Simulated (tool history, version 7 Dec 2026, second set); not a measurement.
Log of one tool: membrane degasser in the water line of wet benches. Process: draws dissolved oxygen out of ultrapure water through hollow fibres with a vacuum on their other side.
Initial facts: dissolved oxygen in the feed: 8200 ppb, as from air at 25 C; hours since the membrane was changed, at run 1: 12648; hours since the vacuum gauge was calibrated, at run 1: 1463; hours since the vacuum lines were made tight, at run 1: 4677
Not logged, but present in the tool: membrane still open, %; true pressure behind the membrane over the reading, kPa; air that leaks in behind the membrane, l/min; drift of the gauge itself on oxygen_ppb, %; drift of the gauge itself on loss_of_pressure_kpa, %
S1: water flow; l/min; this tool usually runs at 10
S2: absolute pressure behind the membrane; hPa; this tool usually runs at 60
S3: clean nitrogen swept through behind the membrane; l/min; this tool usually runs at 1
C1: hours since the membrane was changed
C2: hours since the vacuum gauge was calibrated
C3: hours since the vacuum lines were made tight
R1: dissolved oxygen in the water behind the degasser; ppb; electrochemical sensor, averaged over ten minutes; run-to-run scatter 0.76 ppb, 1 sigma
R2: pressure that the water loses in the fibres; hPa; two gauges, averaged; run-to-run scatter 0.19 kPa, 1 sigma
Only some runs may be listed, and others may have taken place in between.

run 1 hour=0 | S1=10 S2=60 S3=1 | C1=12648 C2=1463 C3=4677 | R1=72.7 R2=431.9
run 2 hour=352.1 | S1=10 S2=60 S3=1 | C1=13000 C2=1815 C3=5029 | R1=74 R2=428.4
run 3 hour=550.4 | S1=9 S2=60 S3=1 | C1=13199 C2=2014 C3=5227 | R1=66.4 R2=391.9
run 4 hour=701.3 | S1=9 S2=60 S3=1 | C1=13349 C2=2164 C3=5378 | R1=65.9 R2=387
run 5 hour=1058.4 | S1=14 S2=60 S3=1 | C1=13707 C2=2522 C3=5735 | R1=103.5 R2=609.6
-- hour=1082.6 vacuum gauge calibrated
run 6 hour=1242.1 | S1=10 S2=60 S3=0.45 | C1=13890 C2=160 C3=5918 | R1=145.3 R2=434.2
run 7 hour=1448.5 | S1=10 S2=79.5 S3=1 | C1=14096 C2=366 C3=6125 | R1=122 R2=430.7
run 8 hour=1628.4 | S1=10 S2=79.5 S3=1 | C1=14276 C2=546 C3=6304 | R1=123 R2=433.9
run 9 hour=1926.9 | S1=10 S2=79.5 S3=1 | C1=14575 C2=844 C3=6603 | R1=123.5 R2=436.3
run 10 hour=2138.7 | S1=10 S2=114.3 S3=0.7 | C1=14786 C2=1056 C3=6815 | R1=278.8 R2=438.6
run 11 hour=2436.2 | S1=10 S2=148.9 S3=0.82 | C1=15084 C2=1354 C3=7112 | R1=348.1 R2=434.5
run 12 hour=2591.2 | S1=9 S2=48.1 S3=2.44 | C1=15239 C2=1509 C3=7267 | R1=20.1 R2=392.3
run 13 hour=2939.6 | S1=14 S2=145.3 S3=0.6 | C1=15587 C2=1857 C3=7616 | R1=567.1 R2=610
-- hour=3137.3 vacuum gauge calibrated, once more
run 14 hour=3294.4 | S1=14 S2=145.3 S3=0.6 | C1=15941 C2=157 C3=7970 | R1=587.9 R2=614.3

Results for each run, recomputed without the tool's hidden state and with each run's random variation untouched:
run=1 R1=69.8 R2=412.4
run=2 R1=70.7 R2=408.4
run=3 R1=63.2 R2=373.6
run=4 R1=62.5 R2=368.5
run=5 R1=98.1 R2=580
run=6 R1=140.7 R2=412.7
run=7 R1=115.8 R2=409.1
run=8 R1=116.6 R2=411.8
run=9 R1=116.7 R2=413.6
run=10 R1=267 R2=415.6
run=11 R1=332 R2=411
run=12 R1=17.3 R2=371
run=13 R1=551 R2=576
run=14 R1=571.4 R2=579.4

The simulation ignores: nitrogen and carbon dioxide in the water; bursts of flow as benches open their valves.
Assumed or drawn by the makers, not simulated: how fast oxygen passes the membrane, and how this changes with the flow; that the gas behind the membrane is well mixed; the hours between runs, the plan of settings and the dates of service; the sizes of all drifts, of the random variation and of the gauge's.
